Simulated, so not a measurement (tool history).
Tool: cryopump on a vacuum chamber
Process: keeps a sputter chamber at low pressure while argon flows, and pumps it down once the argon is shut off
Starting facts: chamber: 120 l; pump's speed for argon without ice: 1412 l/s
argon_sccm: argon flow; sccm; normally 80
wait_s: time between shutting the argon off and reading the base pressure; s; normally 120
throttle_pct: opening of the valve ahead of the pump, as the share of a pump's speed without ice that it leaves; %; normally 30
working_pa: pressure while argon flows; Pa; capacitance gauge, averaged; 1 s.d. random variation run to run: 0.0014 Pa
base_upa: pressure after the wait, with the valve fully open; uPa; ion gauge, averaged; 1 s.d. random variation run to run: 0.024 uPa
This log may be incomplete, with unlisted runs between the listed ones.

run 1 hour=0 | argon_sccm=80 wait_s=120 throttle_pct=30 | working_pa=0.3203 base_upa=1.12
run 2 hour=39.9 | argon_sccm=80 wait_s=120 throttle_pct=30 | working_pa=0.3185 base_upa=1.16
run 3 hour=69.5 | argon_sccm=80 wait_s=120 throttle_pct=30 | working_pa=0.3225 base_upa=1.17
run 4 hour=118.5 | argon_sccm=80 wait_s=120 throttle_pct=30 | working_pa=0.3246 base_upa=1.15
run 5 hour=169.6 | argon_sccm=80 wait_s=120 throttle_pct=30 | working_pa=0.3244 base_upa=1.23
run 6 hour=196.3 | argon_sccm=80 wait_s=120 throttle_pct=30 | working_pa=0.3278 base_upa=1.23
run 7 hour=218.1 | argon_sccm=80 wait_s=120 throttle_pct=35 | working_pa=0.2802 base_upa=1.25
run 8 hour=259.2 | argon_sccm=80 wait_s=120 throttle_pct=35 | working_pa=0.2834 base_upa=1.26
run 9 hour=300.4 | argon_sccm=80 wait_s=120 throttle_pct=35 | working_pa=0.2813 base_upa=1.29
run 10 hour=331.5 | argon_sccm=145 wait_s=120 throttle_pct=30 | working_pa=0.5983 base_upa=1.29
run 11 hour=373.7 | argon_sccm=80 wait_s=120 throttle_pct=30 | working_pa=0.3276 base_upa=1.32
run 12 hour=417.5 | argon_sccm=80 wait_s=56 throttle_pct=30 | working_pa=0.332 base_upa=2.02
run 13 hour=466.4 | argon_sccm=119 wait_s=120 throttle_pct=30 | working_pa=0.4933 base_upa=1.3
run 14 hour=504.7 | argon_sccm=105 wait_s=120 throttle_pct=30 | working_pa=0.4374 base_upa=1.35
run 15 hour=533.5 | argon_sccm=105 wait_s=120 throttle_pct=30 | working_pa=0.4406 base_upa=1.38
run 16 hour=568 | argon_sccm=80 wait_s=120 throttle_pct=30 | working_pa=0.3383 base_upa=1.36
run 17 hour=597.5 | argon_sccm=80 wait_s=120 throttle_pct=30 | working_pa=0.3358 base_upa=1.31
run 18 hour=645.6 | argon_sccm=80 wait_s=120 throttle_pct=21 | working_pa=0.4769 base_upa=1.37

The next listed run, before its measurement:
run 19 hour=673 | argon_sccm=59 wait_s=120 throttle_pct=17 | working_pa=? base_upa=?

{"run 19": {"working_pa": 0.4322, "base_upa": 1.36}}
Without the tool's hidden state the same run would have given working_pa 0.4171 Pa, base_upa 0.8 uPa.
